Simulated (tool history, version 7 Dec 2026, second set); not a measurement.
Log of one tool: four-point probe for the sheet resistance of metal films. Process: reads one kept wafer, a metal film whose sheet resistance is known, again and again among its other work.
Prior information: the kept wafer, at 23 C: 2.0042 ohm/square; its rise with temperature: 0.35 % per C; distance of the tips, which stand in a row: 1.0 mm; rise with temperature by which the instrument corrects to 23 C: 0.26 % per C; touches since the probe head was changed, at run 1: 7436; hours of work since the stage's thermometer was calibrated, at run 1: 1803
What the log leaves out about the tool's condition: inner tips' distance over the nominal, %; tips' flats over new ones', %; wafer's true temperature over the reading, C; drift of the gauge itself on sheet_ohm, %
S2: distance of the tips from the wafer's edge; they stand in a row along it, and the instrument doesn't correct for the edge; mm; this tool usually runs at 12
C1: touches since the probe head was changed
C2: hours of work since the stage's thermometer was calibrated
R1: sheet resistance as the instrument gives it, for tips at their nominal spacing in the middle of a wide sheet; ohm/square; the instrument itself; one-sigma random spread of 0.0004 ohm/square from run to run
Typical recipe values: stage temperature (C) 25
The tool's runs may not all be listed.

run 1 hour=0 | stage_temperature_(C)=25 S2=12 | C1=7436 C2=1803 | R1=2.023609
run 2 hour=18.7 | stage_temperature_(C)=25 S2=29 | C1=7824 C2=1817 | R1=2.017877
run 3 hour=31 | stage_temperature_(C)=25 S2=29 | C1=8079 C2=1827 | R1=2.017275
run 4 hour=41.3 | stage_temperature_(C)=25 S2=29 | C1=8292 C2=1835 | R1=2.01826
run 5 hour=53.6 | stage_temperature_(C)=25 S2=12 | C1=8547 C2=1844 | R1=2.023152
run 6 hour=72.9 | stage_temperature_(C)=18 S2=12 | C1=8946 C2=1859 | R1=2.011227
run 7 hour=94.2 | stage_temperature_(C)=25 S2=6 | C1=9388 C2=1875 | R1=2.046589
run 8 hour=110 | stage_temperature_(C)=28 S2=12 | C1=9715 C2=1888 | R1=2.029132
run 9 hour=119.7 | stage_temperature_(C)=29 S2=6 | C1=9916 C2=1895 | R1=2.053312
-- hour=121.7 stage's thermometer calibrated
run 10 hour=129.5 | stage_temperature_(C)=29 S2=6 | C1=10109 C2=6 | R1=2.055614
run 11 hour=142.6 | stage_temperature_(C)=22 S2=12 | C1=10380 C2=16 | R1=2.01972
run 12 hour=160.9 | stage_temperature_(C)=22 S2=12 | C1=10760 C2=30 | R1=2.02011
-- hour=168.4 stage's thermometer calibrated, once more
run 13 hour=174 | stage_temperature_(C)=22 S2=3 | C1=11022 C2=4 | R1=2.122733
run 14 hour=187.2 | stage_temperature_(C)=21 S2=4 | C1=11294 C2=14 | R1=2.073262

What does the tool deliver on the next run?
run 15 hour=196.2 | stage_temperature_(C)=25 S2=32 | C1=11481 C2=21 | R1=?

R1: 2.015184 ohm/square
Minus the tool's unlogged condition, the same run would have read R1 2.007627 ohm/square.

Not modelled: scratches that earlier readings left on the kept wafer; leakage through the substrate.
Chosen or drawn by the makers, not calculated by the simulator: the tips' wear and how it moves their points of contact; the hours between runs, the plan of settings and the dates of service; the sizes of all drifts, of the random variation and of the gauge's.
